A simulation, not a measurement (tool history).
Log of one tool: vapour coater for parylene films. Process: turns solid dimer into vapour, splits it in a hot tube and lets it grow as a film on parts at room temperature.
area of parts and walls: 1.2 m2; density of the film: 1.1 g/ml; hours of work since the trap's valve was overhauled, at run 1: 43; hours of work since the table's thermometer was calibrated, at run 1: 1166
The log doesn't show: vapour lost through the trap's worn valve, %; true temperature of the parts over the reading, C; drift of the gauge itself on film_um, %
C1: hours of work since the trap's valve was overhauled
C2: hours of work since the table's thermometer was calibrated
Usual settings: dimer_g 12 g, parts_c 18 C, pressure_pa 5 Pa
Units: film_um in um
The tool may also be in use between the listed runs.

run 1 hour=0 | dimer_g=12 parts_c=18 pressure_pa=5 | C1=43 C2=1166 | film_um=5.56
run 2 hour=63.5 | dimer_g=12 parts_c=18 pressure_pa=5 | C1=81 C2=1203 | film_um=5.44
run 3 hour=131.2 | dimer_g=12 parts_c=18 pressure_pa=5 | C1=120 C2=1243 | film_um=5.22
run 4 hour=177.7 | dimer_g=12 parts_c=18 pressure_pa=5 | C1=148 C2=1270 | film_um=5.05
run 5 hour=256.4 | dimer_g=12 parts_c=18 pressure_pa=5 | C1=194 C2=1317 | film_um=4.88
-- hour=280.5 trap's valve overhauled
run 6 hour=337 | dimer_g=12 parts_c=18 pressure_pa=5 | C1=33 C2=1361 | film_um=4.22
run 7 hour=406.4 | dimer_g=12 parts_c=18 pressure_pa=5 | C1=74 C2=1402 | film_um=3.97
run 8 hour=446.4 | dimer_g=12 parts_c=18 pressure_pa=5 | C1=97 C2=1426 | film_um=3.86
run 9 hour=517.2 | dimer_g=12 parts_c=18 pressure_pa=5 | C1=139 C2=1467 | film_um=3.69
run 10 hour=566.4 | dimer_g=12 parts_c=18 pressure_pa=5 | C1=168 C2=1496 | film_um=3.61
run 11 hour=613.9 | dimer_g=12 parts_c=18 pressure_pa=5 | C1=196 C2=1524 | film_um=3.51
-- hour=633.3 trap's valve overhauled
-- hour=668.9 trap's valve overhauled, once more
run 12 hour=691.8 | dimer_g=12 parts_c=18 pressure_pa=5 | C1=13 C2=1565 | film_um=5.66
run 13 hour=742.4 | dimer_g=12 parts_c=18 pressure_pa=5 | C1=43 C2=1595 | film_um=5.48
run 14 hour=819.7 | dimer_g=12 parts_c=18 pressure_pa=5 | C1=89 C2=1640 | film_um=5.26
run 15 hour=861.4 | dimer_g=12 parts_c=18 pressure_pa=5 | C1=113 C2=1665 | film_um=5.27
run 16 hour=895.1 | dimer_g=12 parts_c=18 pressure_pa=5 | C1=133 C2=1685 | film_um=5.13
run 17 hour=927.1 | dimer_g=12 parts_c=18 pressure_pa=5 | C1=152 C2=1703 | film_um=5.07
run 18 hour=976.9 | dimer_g=12 parts_c=18 pressure_pa=5 | C1=181 C2=1733 | film_um=4.95
-- hour=1020.5 trap's valve overhauled
run 19 hour=1049 | dimer_g=12 parts_c=18 pressure_pa=5 | C1=17 C2=1773 | film_um=5.49
run 20 hour=1084.5 | dimer_g=12 parts_c=18 pressure_pa=5 | C1=38 C2=1794 | film_um=5.39
run 21 hour=1135.9 | dimer_g=12 parts_c=18 pressure_pa=5 | C1=68 C2=1824 | film_um=5.3
run 22 hour=1199.7 | dimer_g=12 parts_c=18 pressure_pa=5 | C1=105 C2=1861 | film_um=5.11
run 23 hour=1246.4 | dimer_g=12 parts_c=18 pressure_pa=5 | C1=133 C2=1889 | film_um=5.06
run 24 hour=1290.7 | dimer_g=6 parts_c=13 pressure_pa=5 | C1=159 C2=1915 | film_um=2.86
run 25 hour=1322.6 | dimer_g=9 parts_c=18 pressure_pa=2.96 | C1=177 C2=1933 | film_um=3.77
-- hour=1371.6 trap's valve overhauled
run 26 hour=1389.9 | dimer_g=9 parts_c=18 pressure_pa=2.96 | C1=11 C2=1971 | film_um=4.33
run 27 hour=1432.7 | dimer_g=5 parts_c=27 pressure_pa=5 | C1=36 C2=1996 | film_um=1.72
run 28 hour=1510.7 | dimer_g=12 parts_c=12 pressure_pa=5 | C1=82 C2=2042 | film_um=6.35
run 29 hour=1546.5 | dimer_g=15 parts_c=27 pressure_pa=5 | C1=103 C2=2063 | film_um=4.77
-- hour=1584.2 table's thermometer calibrated
run 30 hour=1602.5 | dimer_g=15 parts_c=28 pressure_pa=7.62 | C1=135 C2=11 | film_um=4.57
run 31 hour=1645.6 | dimer_g=5 parts_c=28 pressure_pa=5.76 | C1=160 C2=36 | film_um=1.52
run 32 hour=1681 | dimer_g=5 parts_c=28 pressure_pa=5.76 | C1=181 C2=57 | film_um=1.48
-- hour=1724.1 trap's valve overhauled
run 33 hour=1753.4 | dimer_g=7 parts_c=19 pressure_pa=8.3 | C1=17 C2=97 | film_um=3.11
run 34 hour=1821.2 | dimer_g=16 parts_c=10 pressure_pa=8.13 | C1=57 C2=137 | film_um=9.32
run 35 hour=1867.5 | dimer_g=7 parts_c=11 pressure_pa=5.46 | C1=84 C2=164 | film_um=4.04
run 36 hour=1939.9 | dimer_g=12 parts_c=14 pressure_pa=5 | C1=127 C2=207 | film_um=6.01
run 37 hour=2007.5 | dimer_g=13 parts_c=14 pressure_pa=4.96 | C1=166 C2=246 | film_um=6.35
run 38 hour=2042.6 | dimer_g=13 parts_c=14 pressure_pa=4.96 | C1=187 C2=267 | film_um=6.21
-- hour=2074.6 trap's valve overhauled
run 39 hour=2085.7 | dimer_g=8 parts_c=28 pressure_pa=3.65 | C1=7 C2=290 | film_um=2.88
run 40 hour=2155 | dimer_g=8 parts_c=28 pressure_pa=3.65 | C1=47 C2=331 | film_um=2.79
run 41 hour=2189.6 | dimer_g=8 parts_c=11 pressure_pa=10.45 | C1=68 C2=351 | film_um=4.36
run 42 hour=2246.3 | dimer_g=8 parts_c=11 pressure_pa=10.45 | C1=101 C2=384 | film_um=4.3
run 43 hour=2287.7 | dimer_g=12 parts_c=17 pressure_pa=4.46 | C1=125 C2=409 | film_um=5.39
run 44 hour=2354.1 | dimer_g=13 parts_c=17 pressure_pa=4.46 | C1=164 C2=448 | film_um=5.68
run 45 hour=2415.1 | dimer_g=13 parts_c=17 pressure_pa=4.46 | C1=200 C2=483 | film_um=5.57
-- hour=2422.6 trap's valve overhauled
run 46 hour=2451.1 | dimer_g=13 parts_c=17 pressure_pa=4.46 | C1=17 C2=502 | film_um=6.43

The same runs without the tool's hidden state, with the same run-to-run variation:
run=1 film_um=5.85
run=2 film_um=5.88
run=3 film_um=5.81
run=4 film_um=5.75
run=5 film_um=5.79
run=6 film_um=5.92
run=7 film_um=5.79
run=8 film_um=5.75
run=9 film_um=5.76
run=10 film_um=5.81
run=11 film_um=5.83
run=12 film_um=5.85
run=13 film_um=5.78
run=14 film_um=5.74
run=15 film_um=5.86
run=16 film_um=5.79
run=17 film_um=5.81
run=18 film_um=5.81
run=19 film_um=5.76
run=20 film_um=5.75
run=21 film_um=5.79
run=22 film_um=5.77
run=23 film_um=5.84
run=24 film_um=3.37
run=25 film_um=4.52
run=26 film_um=4.51
run=27 film_um=1.82
run=28 film_um=6.98
run=29 film_um=5.33
run=30 film_um=5.05
run=31 film_um=1.73
run=32 film_um=1.7
run=33 film_um=3.14
run=34 film_um=9.72
run=35 film_um=4.29
run=36 film_um=6.63
run=37 film_um=7.23
run=38 film_um=7.2
run=39 film_um=2.91
run=40 film_um=2.9
run=41 film_um=4.62
run=42 film_um=4.68
run=43 film_um=6
run=44 film_um=6.52
run=45 film_um=6.6
run=46 film_um=6.51
